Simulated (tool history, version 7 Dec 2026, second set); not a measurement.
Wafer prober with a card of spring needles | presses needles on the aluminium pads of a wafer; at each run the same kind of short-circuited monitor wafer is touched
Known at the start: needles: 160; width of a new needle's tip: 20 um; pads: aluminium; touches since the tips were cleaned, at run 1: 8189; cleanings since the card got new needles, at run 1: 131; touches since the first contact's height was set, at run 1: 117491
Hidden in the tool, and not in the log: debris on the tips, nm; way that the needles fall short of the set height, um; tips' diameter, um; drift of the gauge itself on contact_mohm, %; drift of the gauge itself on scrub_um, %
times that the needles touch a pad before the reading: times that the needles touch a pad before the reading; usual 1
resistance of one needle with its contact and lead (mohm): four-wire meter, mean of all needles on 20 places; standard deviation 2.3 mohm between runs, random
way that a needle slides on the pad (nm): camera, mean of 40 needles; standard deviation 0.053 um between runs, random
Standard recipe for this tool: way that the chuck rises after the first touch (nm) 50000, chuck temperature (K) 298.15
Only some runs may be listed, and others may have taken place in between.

| run | hour | way that the chuck rises after the first touch (nm) | chuck temperature (K) | times that the needles touch a pad before the reading | touches since the tips were cleaned | cleanings since the card got new needles | touches since the first contact's height was set | resistance of one needle with its contact and lead (mohm) | way that a needle slides on the pad (nm) |
|---|---|---|---|---|---|---|---|---|---|
| 1 | 0.0 | 50000 | 298.15 | 1 | 8189 | 131 | 117491 | 641 | 12110 |
|  | 4.2 | tips cleaned on abrasive film |
|  | 24.0 | tips cleaned on abrasive film |
|  | 43.6 | tips cleaned on abrasive film |
| 2 | 45.3 | 50000 | 298.15 | 1 | 882 | 134 | 140025 | 370 | 11920 |
|  | 60.5 | tips cleaned on abrasive film |
|  | 81.2 | tips cleaned on abrasive film |
| 3 | 85.0 | 50000 | 298.15 | 1 | 1922 | 136 | 159779 | 476 | 12010 |
|  | 101.6 | tips cleaned on abrasive film |
|  | 120.4 | tips cleaned on abrasive film |
|  | 140.0 | tips cleaned on abrasive film |
|  | 155.0 | height of the first contact set anew |
| 4 | 155.0 | 50000 | 298.15 | 1 | 7353 | 139 | 0 | 636 | 11780 |
|  | 159.2 | tips cleaned on abrasive film |
|  | 179.2 | tips cleaned on abrasive film |
|  | 199.8 | tips cleaned on abrasive film |
| 5 | 213.1 | 50000 | 298.15 | 1 | 6665 | 142 | 28923 | 632 | 11740 |
|  | 217.3 | tips cleaned on abrasive film |
|  | 236.9 | tips cleaned on abrasive film |
|  | 256.2 | tips cleaned on abrasive film |
|  | 275.3 | tips cleaned on abrasive film |
| 6 | 275.3 | 50000 | 322.15 | 1 | 0 | 146 | 59825 | 296 | 11600 |
|  | 295.6 | tips cleaned on abrasive film |
| 7 | 311.5 | 50000 | 322.15 | 1 | 7998 | 147 | 77916 | 675 | 11610 |
|  | 315.8 | tips cleaned on abrasive film |
|  | 332.3 | tips cleaned on abrasive film |
|  | 351.9 | tips cleaned on abrasive film |
|  | 371.2 | tips cleaned on abrasive film |
| 8 | 375.9 | 50000 | 322.15 | 1 | 2325 | 151 | 109904 | 526 | 11520 |
|  | 391.5 | tips cleaned on abrasive film |
|  | 408.3 | height of the first contact set anew, once more |
|  | 408.4 | tips cleaned on abrasive film |
| 9 | 418.0 | 50000 | 322.15 | 1 | 4765 | 153 | 4765 | 549 | 12400 |
|  | 425.9 | tips cleaned on abrasive film |
|  | 445.4 | tips cleaned on abrasive film |
|  | 465.1 | tips cleaned on abrasive film |
|  | 482.0 | tips cleaned on abrasive film |
| 10 | 482.0 | 50000 | 322.15 | 1 | 0 | 157 | 36610 | 305 | 12210 |
|  | 501.8 | tips cleaned on abrasive film |
|  | 520.3 | tips cleaned on abrasive film |
| 11 | 532.1 | 50000 | 298.15 | 3 | 5864 | 159 | 61560 | 382 | 12140 |
|  | 540.4 | tips cleaned on abrasive film |
|  | 557.0 | tips cleaned on abrasive film |
|  | 577.6 | tips cleaned on abrasive film |
| 12 | 578.0 | 50000 | 298.15 | 3 | 225 | 162 | 84405 | 284 | 12140 |
|  | 597.2 | tips cleaned on abrasive film |
|  | 616.8 | tips cleaned on abrasive film |
|  | 636.9 | tips cleaned on abrasive film |
| 13 | 645.7 | 50000 | 298.15 | 3 | 4416 | 165 | 118116 | 375 | 12080 |
|  | 653.6 | tips cleaned on abrasive film |
|  | 673.7 | tips cleaned on abrasive film |
|  | 693.4 | tips cleaned on abrasive film |
| 14 | 707.9 | 50000 | 300.15 | 1 | 7258 | 168 | 149080 | 656 | 11920 |
|  | 712.1 | tips cleaned on abrasive film |
|  | 732.8 | tips cleaned on abrasive film |
|  | 752.1 | tips cleaned on abrasive film |
|  | 771.3 | tips cleaned on abrasive film |
| 15 | 776.9 | 64000 | 298.15 | 1 | 2770 | 172 | 183393 | 405 | 15350 |
|  | 789.3 | tips cleaned on abrasive film |
|  | 802.0 | height of the first contact set anew |
|  | 810.3 | tips cleaned on abrasive film |
|  | 831.0 | tips cleaned on abrasive film |
| 16 | 840.8 | 61000 | 370.15 | 1 | 4871 | 175 | 19307 | 488 | 14970 |
|  | 848.8 | tips cleaned on abrasive film |
|  | 860.8 | card fitted with new needles |
|  | 879.3 | tips cleaned on abrasive film |
| 17 | 895.7 | 32000 | 298.15 | 2 | 8210 | 1 | 17440 | 616 | 7860 |
|  | 899.9 | tips cleaned on abrasive film |
|  | 920.6 | tips cleaned on abrasive film |
| 18 | 935.5 | 32000 | 298.15 | 2 | 7437 | 3 | 37228 | 628 | 7850 |
|  | 939.7 | tips cleaned on abrasive film |
|  | 960.4 | tips cleaned on abrasive film |
|  | 981.0 | tips cleaned on abrasive film |
| 19 | 994.1 | 50000 | 301.15 | 2 | 6533 | 6 | 66399 | 410 | 12180 |
|  | 998.3 | tips cleaned on abrasive film |
|  | 1016.7 | tips cleaned on abrasive film |
|  | 1036.4 | tips cleaned on abrasive film |
|  | 1053.0 | tips cleaned on abrasive film |
| 20 | 1058.6 | 47000 | 307.15 | 1 | 2824 | 10 | 98498 | 457 | 11360 |
|  | 1071.1 | tips cleaned on abrasive film |
|  | 1091.8 | tips cleaned on abrasive film |
|  | 1111.6 | tips cleaned on abrasive film |
| 21 | 1125.1 | 37000 | 362.15 | 1 | 6727 | 13 | 131594 | 710 | 8860 |
|  | 1129.3 | tips cleaned on abrasive film |
|  | 1149.7 | tips cleaned on abrasive film |
|  | 1170.4 | tips cleaned on abrasive film |
| 22 | 1171.5 | 65000 | 372.15 | 1 | 548 | 16 | 154688 | 301 | 15630 |
|  | 1187.3 | tips cleaned on abrasive film |
|  | 1206.4 | tips cleaned on abrasive film |
|  | 1226.8 | tips cleaned on abrasive film |
| 23 | 1235.0 | 69000 | 299.15 | 1 | 4075 | 19 | 186293 | 368 | 16620 |
|  | 1247.4 | tips cleaned on abrasive film |
|  | 1255.0 | height of the first contact set anew |
|  | 1266.9 | tips cleaned on abrasive film |
|  | 1286.7 | tips cleaned on abrasive film |
| 24 | 1288.9 | 69000 | 299.15 | 1 | 1113 | 22 | 16847 | 300 | 16900 |
|  | 1304.4 | tips cleaned on abrasive film |
|  | 1325.0 | tips cleaned on abrasive film |
|  | 1344.6 | tips cleaned on abrasive film |
| 25 | 1349.5 | 61000 | 303.15 | 3 | 2456 | 25 | 47016 | 286 | 14910 |
|  | 1361.9 | tips cleaned on abrasive film |
|  | 1382.1 | tips cleaned on abrasive film |
|  | 1400.8 | tips cleaned on abrasive film |
| 26 | 1410.0 | 61000 | 303.15 | 3 | 4638 | 28 | 77159 | 305 | 14930 |
|  | 1421.2 | tips cleaned on abrasive film |
|  | 1441.1 | tips cleaned on abrasive film |
| 27 | 1441.4 | 37000 | 328.15 | 1 | 181 | 30 | 92764 | 352 | 8920 |
|  | 1460.8 | tips cleaned on abrasive film |
|  | 1481.5 | tips cleaned on abrasive film |
|  | 1501.4 | tips cleaned on abrasive film |
| 28 | 1503.7 | 41000 | 298.15 | 3 | 1110 | 33 | 123756 | 316 | 9840 |
|  | 1519.3 | tips cleaned on abrasive film |
|  | 1539.3 | tips cleaned on abrasive film |
| 29 | 1543.0 | 42000 | 322.15 | 1 | 1847 | 35 | 143357 | 451 | 10110 |

Hidden state at the last listed run before each entry between runs and at the first one after, where it differs:
In the gap between runs 1 and 2: tips cleaned on abrasive film (hour 4.2); tips cleaned on abrasive film (hour 24.0); tips cleaned on abrasive film (hour 43.6)
  debris on the tips, nm: 164.3 -> 45; way that the needles fall short of the set height, um: 1.04 -> 1.27; tips' diameter, um: 24.23 -> 24.31
  what was measured, less what the result would be without the hidden state, resistance of one needle with its contact and lead (mohm): +392 -> +115; way that a needle slides on the pad (nm): -260 -> -310
In the gap between runs 2 and 3: tips cleaned on abrasive film (hour 60.5); tips cleaned on abrasive film (hour 81.2)
  debris on the tips, nm: 45 -> 87.8; way that the needles fall short of the set height, um: 1.27 -> 1.46; tips' diameter, um: 24.31 -> 24.38
  what was measured, less what the result would be without the hidden state, resistance of one needle with its contact and lead (mohm): +115 -> +222; way that a needle slides on the pad (nm): -310 -> -370
In the gap between runs 3 and 4: tips cleaned on abrasive film (hour 101.6); tips cleaned on abrasive film (hour 120.4); tips cleaned on abrasive film (hour 140.0); height of the first contact set anew (hour 155.0)
  debris on the tips, nm: 87.8 -> 147.3; way that the needles fall short of the set height, um: 1.46 -> 2.22; tips' diameter, um: 24.38 -> 24.46
  what was measured, less what the result would be without the hidden state, resistance of one needle with its contact and lead (mohm): +222 -> +382; way that a needle slides on the pad (nm): -370 -> -550
In the gap between runs 4 and 5: tips cleaned on abrasive film (hour 159.2); tips cleaned on abrasive film (hour 179.2); tips cleaned on abrasive film (hour 199.8)
  debris on the tips, nm: 147.3 -> 145.2; way that the needles fall short of the set height, um: 2.22 -> 2.47; tips' diameter, um: 24.46 -> 24.55
  what was measured, less what the result would be without the hidden state, resistance of one needle with its contact and lead (mohm): +382 -> +381; way that a needle slides on the pad (nm): -550 -> -610
In the gap between runs 5 and 6: tips cleaned on abrasive film (hour 217.3); tips cleaned on abrasive film (hour 236.9); tips cleaned on abrasive film (hour 256.2); tips cleaned on abrasive film (hour 275.3)
  debris on the tips, nm: 145.2 -> 10.9; way that the needles fall short of the set height, um: 2.47 -> 2.84; tips' diameter, um: 24.55 -> 24.68
  what was measured, less what the result would be without the hidden state, resistance of one needle with its contact and lead (mohm): +381 -> +37; way that a needle slides on the pad (nm): -610 -> -700
In the gap between runs 6 and 7: tips cleaned on abrasive film (hour 295.6)
  debris on the tips, nm: 10.9 -> 157.6; way that the needles fall short of the set height, um: 2.84 -> 2.95; tips' diameter, um: 24.68 -> 24.71
  what was measured, less what the result would be without the hidden state, resistance of one needle with its contact and lead (mohm): +37 -> +414; way that a needle slides on the pad (nm): -700 -> -730
In the gap between runs 7 and 8: tips cleaned on abrasive film (hour 315.8); tips cleaned on abrasive film (hour 332.3); tips cleaned on abrasive film (hour 351.9); tips cleaned on abrasive film (hour 371.2)
  debris on the tips, nm: 157.6 -> 95.6; way that the needles fall short of the set height, um: 2.95 -> 3.37; tips' diameter, um: 24.71 -> 24.86
  what was measured, less what the result would be without the hidden state, resistance of one needle with its contact and lead (mohm): +414 -> +264; way that a needle slides on the pad (nm): -730 -> -830
In the gap between runs 8 and 9: tips cleaned on abrasive film (hour 391.5); height of the first contact set anew, once more (hour 408.3); tips cleaned on abrasive film (hour 408.4)
  debris on the tips, nm: 95.6 -> 125.3; way that the needles fall short of the set height, um: 3.37 -> 0.09; tips' diameter, um: 24.86 -> 24.93
  what was measured, less what the result would be without the hidden state, resistance of one needle with its contact and lead (mohm): +264 -> +293; way that a needle slides on the pad (nm): -830 -> -30
In the gap between runs 9 and 10: tips cleaned on abrasive film (hour 425.9); tips cleaned on abrasive film (hour 445.4); tips cleaned on abrasive film (hour 465.1); tips cleaned on abrasive film (hour 482.0)
  debris on the tips, nm: 125.3 -> 16.4; way that the needles fall short of the set height, um: 0.09 -> 0.47; tips' diameter, um: 24.93 -> 25.06
  what was measured, less what the result would be without the hidden state, resistance of one needle with its contact and lead (mohm): +293 -> +47; way that a needle slides on the pad (nm): -30 -> -110
In the gap between runs 10 and 11: tips cleaned on abrasive film (hour 501.8); tips cleaned on abrasive film (hour 520.3)
  debris on the tips, nm: 16.4 -> 140.7; way that the needles fall short of the set height, um: 0.47 -> 0.66; tips' diameter, um: 25.06 -> 25.13
  what was measured, less what the result would be without the hidden state, resistance of one needle with its contact and lead (mohm): +47 -> +132; way that a needle slides on the pad (nm): -110 -> -160
In the gap between runs 11 and 12: tips cleaned on abrasive film (hour 540.4); tips cleaned on abrasive film (hour 557.0); tips cleaned on abrasive film (hour 577.6)
  debris on the tips, nm: 140.7 -> 24.8; way that the needles fall short of the set height, um: 0.66 -> 0.9; tips' diameter, um: 25.13 -> 25.21
  what was measured, less what the result would be without the hidden state, resistance of one needle with its contact and lead (mohm): +132 -> +30; way that a needle slides on the pad (nm): -160 -> -220
In the gap between runs 12 and 13: tips cleaned on abrasive film (hour 597.2); tips cleaned on abrasive film (hour 616.8); tips cleaned on abrasive film (hour 636.9)
  debris on the tips, nm: 24.8 -> 123.9; way that the needles fall short of the set height, um: 0.9 -> 1.19; tips' diameter, um: 25.21 -> 25.31
  what was measured, less what the result would be without the hidden state, resistance of one needle with its contact and lead (mohm): +30 -> +123; way that a needle slides on the pad (nm): -220 -> -290
In the gap between runs 13 and 14: tips cleaned on abrasive film (hour 653.6); tips cleaned on abrasive film (hour 673.7); tips cleaned on abrasive film (hour 693.4)
  debris on the tips, nm: 123.9 -> 151; way that the needles fall short of the set height, um: 1.19 -> 1.45; tips' diameter, um: 25.31 -> 25.4
  what was measured, less what the result would be without the hidden state, resistance of one needle with its contact and lead (mohm): +123 -> +405; way that a needle slides on the pad (nm): -290 -> -360
In the gap between runs 14 and 15: tips cleaned on abrasive film (hour 712.1); tips cleaned on abrasive film (hour 732.8); tips cleaned on abrasive film (hour 752.1); tips cleaned on abrasive film (hour 771.3)
  debris on the tips, nm: 151 -> 91; way that the needles fall short of the set height, um: 1.45 -> 1.84; tips' diameter, um: 25.4 -> 25.54
  what was measured, less what the result would be without the hidden state, resistance of one needle with its contact and lead (mohm): +405 -> +157; way that a needle slides on the pad (nm): -360 -> -450
In the gap between runs 15 and 16: tips cleaned on abrasive film (hour 789.3); height of the first contact set anew (hour 802.0); tips cleaned on abrasive film (hour 810.3); tips cleaned on abrasive film (hour 831.0)
  debris on the tips, nm: 91 -> 135.4; way that the needles fall short of the set height, um: 1.84 -> 0.23; tips' diameter, um: 25.54 -> 25.66
  what was measured, less what the result would be without the hidden state, resistance of one needle with its contact and lead (mohm): +157 -> +219; way that a needle slides on the pad (nm): -450 -> -60
In the gap between runs 16 and 17: tips cleaned on abrasive film (hour 848.8); card fitted with new needles (hour 860.8); tips cleaned on abrasive film (hour 879.3)
  debris on the tips, nm: 135.4 -> 154.7; way that the needles fall short of the set height, um: 0.23 -> 0.08; tips' diameter, um: 25.66 -> 20.03
  what was measured, less what the result would be without the hidden state, resistance of one needle with its contact and lead (mohm): +219 -> +350; way that a needle slides on the pad (nm): -60 -> -20
In the gap between runs 17 and 18: tips cleaned on abrasive film (hour 899.9); tips cleaned on abrasive film (hour 920.6)
  debris on the tips, nm: 154.7 -> 155.7; way that the needles fall short of the set height, um: 0.08 -> 0.28; tips' diameter, um: 20.03 -> 20.1
  what was measured, less what the result would be without the hidden state, resistance of one needle with its contact and lead (mohm): +350 -> +359; way that a needle slides on the pad (nm): -20 -> -60
In the gap between runs 18 and 19: tips cleaned on abrasive film (hour 939.7); tips cleaned on abrasive film (hour 960.4); tips cleaned on abrasive film (hour 981.0)
  debris on the tips, nm: 155.7 -> 150.4; way that the needles fall short of the set height, um: 0.28 -> 0.54; tips' diameter, um: 20.1 -> 20.19
  what was measured, less what the result would be without the hidden state, resistance of one needle with its contact and lead (mohm): +359 -> +153; way that a needle slides on the pad (nm): -60 -> -130
In the gap between runs 19 and 20: tips cleaned on abrasive film (hour 998.3); tips cleaned on abrasive film (hour 1016.7); tips cleaned on abrasive film (hour 1036.4); tips cleaned on abrasive film (hour 1053.0)
  debris on the tips, nm: 150.4 -> 103.7; way that the needles fall short of the set height, um: 0.54 -> 0.88; tips' diameter, um: 20.19 -> 20.31
  what was measured, less what the result would be without the hidden state, resistance of one needle with its contact and lead (mohm): +153 -> +199; way that a needle slides on the pad (nm): -130 -> -210
In the gap between runs 20 and 21: tips cleaned on abrasive film (hour 1071.1); tips cleaned on abrasive film (hour 1091.8); tips cleaned on abrasive film (hour 1111.6)
  debris on the tips, nm: 103.7 -> 145.3; way that the needles fall short of the set height, um: 0.88 -> 1.2; tips' diameter, um: 20.31 -> 20.42
  what was measured, less what the result would be without the hidden state, resistance of one needle with its contact and lead (mohm): +199 -> +422; way that a needle slides on the pad (nm): -210 -> -300
In the gap between runs 21 and 22: tips cleaned on abrasive film (hour 1129.3); tips cleaned on abrasive film (hour 1149.7); tips cleaned on abrasive film (hour 1170.4)
  debris on the tips, nm: 145.3 -> 31.1; way that the needles fall short of the set height, um: 1.2 -> 1.47; tips' diameter, um: 20.42 -> 20.52
  what was measured, less what the result would be without the hidden state, resistance of one needle with its contact and lead (mohm): +422 -> +32; way that a needle slides on the pad (nm): -300 -> -360
In the gap between runs 22 and 23: tips cleaned on abrasive film (hour 1187.3); tips cleaned on abrasive film (hour 1206.4); tips cleaned on abrasive film (hour 1226.8)
  debris on the tips, nm: 31.1 -> 124.5; way that the needles fall short of the set height, um: 1.47 -> 1.75; tips' diameter, um: 20.52 -> 20.61
  what was measured, less what the result would be without the hidden state, resistance of one needle with its contact and lead (mohm): +32 -> +123; way that a needle slides on the pad (nm): -360 -> -430
In the gap between runs 23 and 24: tips cleaned on abrasive film (hour 1247.4); height of the first contact set anew (hour 1255.0); tips cleaned on abrasive film (hour 1266.9); tips cleaned on abrasive film (hour 1286.7)
  debris on the tips, nm: 124.5 -> 51.8; way that the needles fall short of the set height, um: 1.75 -> 0.21; tips' diameter, um: 20.61 -> 20.72
  what was measured, less what the result would be without the hidden state, resistance of one needle with its contact and lead (mohm): +123 -> +51; way that a needle slides on the pad (nm): -430 -> -60
In the gap between runs 24 and 25: tips cleaned on abrasive film (hour 1304.4); tips cleaned on abrasive film (hour 1325.0); tips cleaned on abrasive film (hour 1344.6)
  debris on the tips, nm: 51.8 -> 77.1; way that the needles fall short of the set height, um: 0.21 -> 0.44; tips' diameter, um: 20.72 -> 20.8
  what was measured, less what the result would be without the hidden state, resistance of one needle with its contact and lead (mohm): +51 -> +35; way that a needle slides on the pad (nm): -60 -> -110
In the gap between runs 25 and 26: tips cleaned on abrasive film (hour 1361.9); tips cleaned on abrasive film (hour 1382.1); tips cleaned on abrasive film (hour 1400.8)
  debris on the tips, nm: 77.1 -> 129.3; way that the needles fall short of the set height, um: 0.44 -> 0.65; tips' diameter, um: 20.8 -> 20.87
  what was measured, less what the result would be without the hidden state, resistance of one needle with its contact and lead (mohm): +35 -> +58; way that a needle slides on the pad (nm): -110 -> -160
In the gap between runs 26 and 27: tips cleaned on abrasive film (hour 1421.2); tips cleaned on abrasive film (hour 1441.1)
  debris on the tips, nm: 129.3 -> 23.5; way that the needles fall short of the set height, um: 0.65 -> 0.83; tips' diameter, um: 20.87 -> 20.93
  what was measured, less what the result would be without the hidden state, resistance of one needle with its contact and lead (mohm): +58 -> +76; way that a needle slides on the pad (nm): -160 -> -200
In the gap between runs 27 and 28: tips cleaned on abrasive film (hour 1460.8); tips cleaned on abrasive film (hour 1481.5); tips cleaned on abrasive film (hour 1501.4)
  debris on the tips, nm: 23.5 -> 54.6; way that the needles fall short of the set height, um: 0.83 -> 1.1; tips' diameter, um: 20.93 -> 21.03
  what was measured, less what the result would be without the hidden state, resistance of one needle with its contact and lead (mohm): +76 -> +56; way that a needle slides on the pad (nm): -200 -> -270
In the gap between runs 28 and 29: tips cleaned on abrasive film (hour 1519.3); tips cleaned on abrasive film (hour 1539.3)
  debris on the tips, nm: 54.6 -> 71.8; way that the needles fall short of the set height, um: 1.1 -> 1.23; tips' diameter, um: 21.03 -> 21.07
  what was measured, less what the result would be without the hidden state, resistance of one needle with its contact and lead (mohm): +56 -> +184; way that a needle slides on the pad (nm): -270 -> -300
